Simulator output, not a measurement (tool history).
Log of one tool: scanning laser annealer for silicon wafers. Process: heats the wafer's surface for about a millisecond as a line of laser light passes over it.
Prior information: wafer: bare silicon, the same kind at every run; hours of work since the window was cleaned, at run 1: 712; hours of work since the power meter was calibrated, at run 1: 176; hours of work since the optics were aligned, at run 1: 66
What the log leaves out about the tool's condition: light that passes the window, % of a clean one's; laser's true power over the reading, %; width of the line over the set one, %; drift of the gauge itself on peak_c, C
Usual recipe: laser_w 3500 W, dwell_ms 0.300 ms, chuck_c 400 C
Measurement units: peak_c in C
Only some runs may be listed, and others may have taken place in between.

run  hour  laser_w  dwell_ms  chuck_c  hours of work since the window was cleaned  hours of work since the power meter was calibrated  hours of work since the optics were aligned  peak_c
  1   0.0     3500     0.300      400                                         712                                                 176                                           66    1187
  2   7.3     3500     0.300      400                                         717                                                 181                                           71    1185
     17.7  -- window over the wafer cleaned
  3  18.0     3500     0.300      400                                           0                                                 186                                           76    1238
  4  23.9     3500     0.300      400                                           4                                                 190                                           80    1239
  5  31.8     3500     0.300      406                                           9                                                 195                                           84    1240
  6  39.8     3500     0.300      406                                          14                                                 200                                           89    1240
  7  46.4     3500     0.300      406                                          18                                                 204                                           93    1239
  8  52.3     3500     0.300      400                                          21                                                 207                                           97    1235
  9  59.0     3222     0.232      400                                          25                                                 211                                          101    1071
 10  63.9     3718     0.300      378                                          28                                                 214                                          104    1266

Predict the results of run 11:
 11  70.2     3718     0.300      378                                          32                                                 218                                          108       ?

peak_c: 1266 C
If the tool had no hidden condition, the same run with the same run-to-run variation would have returned peak_c 1269 C.
